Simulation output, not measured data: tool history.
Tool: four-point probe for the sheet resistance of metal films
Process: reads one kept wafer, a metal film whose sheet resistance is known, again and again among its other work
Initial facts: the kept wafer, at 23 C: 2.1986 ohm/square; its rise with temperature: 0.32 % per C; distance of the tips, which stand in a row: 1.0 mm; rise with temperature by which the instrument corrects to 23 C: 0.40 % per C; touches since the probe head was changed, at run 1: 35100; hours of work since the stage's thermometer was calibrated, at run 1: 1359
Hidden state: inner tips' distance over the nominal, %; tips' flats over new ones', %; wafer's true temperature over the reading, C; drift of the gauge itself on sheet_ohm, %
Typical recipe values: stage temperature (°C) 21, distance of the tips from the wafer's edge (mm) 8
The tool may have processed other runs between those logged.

| run | hour | stage temperature (°C) | distance of the tips from the wafer's edge (mm) | touches since the probe head was changed | hours of work since the stage's thermometer was calibrated | sheet resistance as the instrument gives it (ohm/square) |
|---|---|---|---|---|---|---|
| 1 | 0 | 21 | 8 | 35100 | 1359 | 2.2049 |
| 2 | 12.5 | 21 | 8 | 35638 | 1368 | 2.205381 |
| 3 | 25 | 21 | 8 | 36175 | 1377 | 2.204807 |
| 4 | 44.7 | 21 | 8 | 37020 | 1391 | 2.204841 |
| 5 | 60.4 | 21 | 8 | 37697 | 1402 | 2.204446 |
| 6 | 74.3 | 21 | 8 | 38292 | 1411 | 2.204116 |
|  | 76.2 | stage's thermometer calibrated |
| 7 | 94.8 | 21 | 4 | 39154 | 13 | 2.254436 |
| 8 | 105.7 | 25 | 60 | 39620 | 21 | 2.177081 |
| 9 | 119.7 | 24 | 11 | 40223 | 31 | 2.187249 |
|  | 140.4 | stage's thermometer calibrated, once more |
| 10 | 140.4 | 26 | 68 | 41092 | 0 | 2.180949 |

Hidden condition of the tool, last listed run before each entry between runs versus first listed run after:
Run 6 -> run 7: stage's thermometer calibrated (hour 76.2)
  inner tips' distance over the nominal, %: -0.499 -> -0.504; wafer's true temperature over the reading, C: -0.61 -> -0.94
  measured value less the no-hidden-state value, sheet resistance as the instrument gives it (ohm/square): -0.01626 -> -0.019189
Run 9 -> run 10: stage's thermometer calibrated, once more (hour 140.4)
  inner tips' distance over the nominal, %: -0.511 -> -0.516; tips' flats over new ones', %: 9 -> 10; wafer's true temperature over the reading, C: -0.95 -> -0.04
  measured value less the no-hidden-state value, sheet resistance as the instrument gives it (ohm/square): -0.018785 -> -0.01253
